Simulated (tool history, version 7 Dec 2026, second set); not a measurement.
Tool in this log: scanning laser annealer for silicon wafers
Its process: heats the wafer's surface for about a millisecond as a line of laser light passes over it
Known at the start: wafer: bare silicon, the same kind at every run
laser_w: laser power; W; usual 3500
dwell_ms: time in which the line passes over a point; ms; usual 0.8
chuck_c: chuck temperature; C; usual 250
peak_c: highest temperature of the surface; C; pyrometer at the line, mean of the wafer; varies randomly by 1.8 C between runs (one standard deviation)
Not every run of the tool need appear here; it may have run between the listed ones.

Run 1, hour 0: usual settings. Result: peak_c 1010 C.
Run 2, hour 59.3: usual settings. Result: peak_c 1003 C.
Run 3, hour 133.3: usual settings but laser_w 3263 W. Result: peak_c 955 C.
Run 4, hour 209.2: usual settings but chuck_c 232 C. Result: peak_c 980 C.
Run 5, hour 295.4: usual settings but chuck_c 232 C. Result: peak_c 978 C.
Run 6, hour 373.1: usual settings but chuck_c 232 C. Result: peak_c 979 C.
Run 7, hour 432.6: usual settings but dwell_ms 0.616 ms. Result: peak_c 915 C.
At hour 455.9: window over the wafer cleaned.
Run 8, hour 489: usual settings but dwell_ms 0.616 ms. Result: peak_c 903 C.
Run 9, hour 563: usual settings but dwell_ms 0.987 ms. Result: peak_c 1049 C.
Run 10, hour 626.9: usual settings but dwell_ms 0.987 ms. Result: peak_c 1049 C.
Run 11, hour 715.1: usual settings but chuck_c 232 C. Result: peak_c 962 C.
At hour 793.5: window over the wafer cleaned, once more.
Run 12, hour 793.5: usual settings but chuck_c 269 C. Result: peak_c 1039 C.
Run 13, hour 879.5: usual settings but dwell_ms 0.758 ms. Result: peak_c 999 C.
Run 14, hour 946.3: usual settings. Result: peak_c 1017 C.
Run 15, hour 991.8: usual settings. Result: peak_c 1014 C.
Run 16, hour 1038.9: usual settings. Result: peak_c 1014 C.
Run 17, hour 1125.8: usual settings but laser_w 3621 W, dwell_ms 0.887 ms, chuck_c 258 C. Result: peak_c 1078 C.
Run 18, hour 1169.1: usual settings but laser_w 3621 W, dwell_ms 0.887 ms, chuck_c 258 C. Result: peak_c 1076 C.
At hour 1199: optics aligned, line set to its width.
Run 19, hour 1268.1: usual settings but laser_w 2985 W, dwell_ms 0.722 ms, chuck_c 268 C. Result: peak_c 897 C.
Run 20, hour 1333.8: usual settings but dwell_ms 0.924 ms. Result: peak_c 1065 C.
Run 21, hour 1402.4: usual settings but dwell_ms 0.924 ms. Result: peak_c 1060 C.
Run 22, hour 1497.7: usual settings but dwell_ms 0.924 ms. Result: peak_c 1061 C.
Run 23, hour 1587: usual settings but laser_w 3466 W. Result: peak_c 1001 C.
Run 24, hour 1647.4: usual settings but laser_w 3018 W, dwell_ms 0.77 ms. Result: peak_c 896 C.
Run 25, hour 1692: usual settings but laser_w 3018 W, dwell_ms 0.77 ms. Result: peak_c 893 C.
Run 26, hour 1765: usual settings but laser_w 3018 W, dwell_ms 0.77 ms. Result: peak_c 891 C.
Run 27, hour 1851: usual settings but laser_w 3840 W, dwell_ms 0.645 ms. Result: peak_c 995 C.
At hour 1912.5: window over the wafer cleaned.
Run 28, hour 1928.2: usual settings but laser_w 3840 W, dwell_ms 0.645 ms. Result: peak_c 1021 C.
Run 29, hour 1986.2: usual settings but laser_w 3085 W, dwell_ms 0.668 ms. Result: peak_c 884 C.
Run 30, hour 2043.4: usual settings but laser_w 3552 W, dwell_ms 0.668 ms, chuck_c 246 C. Result: peak_c 971 C.
Run 31, hour 2100.8: usual settings but dwell_ms 0.735 ms, chuck_c 252 C. Result: peak_c 994 C.
Run 32, hour 2142.8: usual settings but dwell_ms 0.735 ms, chuck_c 252 C. Result: peak_c 994 C.

Hidden state or all else? Some run-to-run changes of peak_c, split into what the settings, what came in and random variation would give without the hidden state, and what is left for the hidden state (with any gauge scatter that isn't in both results):
Hidden state at play: light that passes the window, % of a clean one's; laser's true power over the reading, %; width of the line over the set one, %; drift of the gauge itself on peak_c, C.
Run 8 -> 9: dwell_ms 0.616 -> 0.987. peak_c +146 C: hidden state -13, all else +159.
Run 11 -> 12: chuck_c 232 -> 269, window over the wafer cleaned, once more. peak_c +77 C: hidden state +45, all else +32.
Run 18 -> 19: laser_w 3621 -> 2985, dwell_ms 0.887 -> 0.722, chuck_c 258 -> 268, optics aligned, line set to its width. peak_c -179 C: hidden state +16, all else -195.
Run 19 -> 20: laser_w 2985 -> 3500, dwell_ms 0.722 -> 0.924, chuck_c 268 -> 250. peak_c +168 C: hidden state -5, all else +173.
Run 27 -> 28: window over the wafer cleaned. peak_c +26 C: hidden state +29, all else -3.
